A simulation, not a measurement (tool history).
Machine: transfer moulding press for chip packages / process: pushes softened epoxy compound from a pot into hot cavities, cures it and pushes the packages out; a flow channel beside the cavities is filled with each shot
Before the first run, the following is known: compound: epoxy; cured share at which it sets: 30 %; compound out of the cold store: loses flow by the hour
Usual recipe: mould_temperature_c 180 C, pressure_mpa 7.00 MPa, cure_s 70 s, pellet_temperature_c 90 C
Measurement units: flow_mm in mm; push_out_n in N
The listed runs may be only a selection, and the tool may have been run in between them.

run	hour	mould_temperature_c	pressure_mpa	cure_s	pellet_temperature_c	incoming compound's hours out of the cold store	flow_mm	push_out_n
1	0.0	180	7.00	70	90	41.3	895	474
2	18.6	180	7.00	70	90	29.2	959	519
# hour 25.5: cavities cleaned with cleaning compound and waxed
# hour 33.1: plunger's sealing rings changed
3	41.5	180	7.00	70	90	12.9	1045	504
4	57.4	180	7.00	70	90	8.1	1070	524
# hour 70.4: cavities cleaned with cleaning compound and waxed
5	79.7	180	8.71	70	90	36.3	1031	484
6	95.2	180	8.71	70	90	37.3	1019	487
7	108.9	180	7.00	70	90	46.5	878	505
# hour 112.1: cavities cleaned with cleaning compound and waxed
8	123.7	180	7.55	70	90	11.5	1093	539
9	144.7	180	7.55	70	90	47.5	902	481
# hour 154.0: cavities cleaned with cleaning compound and waxed
10	163.8	180	7.23	70	90	38.8	925	508
11	189.3	180	7.23	70	90	35.4	949	505
# hour 195.4: cavities cleaned with cleaning compound and waxed
12	213.4	180	7.23	70	92	18.0	1032	506
# hour 236.5: cavities cleaned with cleaning compound and waxed
13	238.4	180	7.00	70	91	23.0	988	498
# hour 264.4: mould's thermocouples calibrated
14	264.4	180	7.00	70	91	28.6	962	493
# hour 279.1: cavities cleaned with cleaning compound and waxed
15	287.8	178	6.06	80	94	9.8	992	451
16	301.8	178	6.06	80	94	26.7	910	484
# hour 320.5: cavities cleaned with cleaning compound and waxed
17	327.2	178	6.06	80	94	33.3	876	478
# hour 338.7: plunger's sealing rings changed
18	352.6	181	6.06	52	81	13.5	971	881
# hour 363.6: cavities cleaned with cleaning compound and waxed
19	366.2	187	7.00	70	90	43.9	862	437
20	377.2	180	8.37	70	90	30.9	1041	509
21	392.8	182	7.15	63	96	17.7	1023	531
# hour 405.1: cavities cleaned with cleaning compound and waxed
22	417.8	182	7.15	63	96	13.8	1039	540
23	440.6	175	6.03	63	96	35.5	870	733
# hour 447.6: cavities cleaned with cleaning compound and waxed
24	463.7	175	6.03	69	88	44.6	838	622
25	486.4	180	8.65	62	90	11.2	1177	620
# hour 488.9: cavities cleaned with cleaning compound and waxed
26	512.0	182	6.66	82	90	15.9	1001	463
27	522.5	182	6.66	107	98	19.9	968	454

Below, each run's measurement less what the same run would have read without the hidden state. Both values contain the same run-to-run variation, but the gauge's scatter may not be the same in both:
Unlogged tool condition in this case: true mould temperature over the reading, C; pressure that reaches the compound, % of what is set; grip of the stained cavities, % over clean ones'; drift of the gauge itself on flow_mm, %; drift of the gauge itself on push_out_n, %.
run	push_out_n
1	+4
2	+8
3	+4
4	+7
5	+2
6	+5
7	+8
8	+3
9	+7
10	+3
11	+8
12	+4
13	+0
14	+6
15	+2
16	+6
17	+2
18	+12
19	+0
20	+4
21	+7
22	+4
23	+11
24	+6
25	+10
26	+6
27	+7
flow_mm: at most 1 mm away from the measurement, every run.
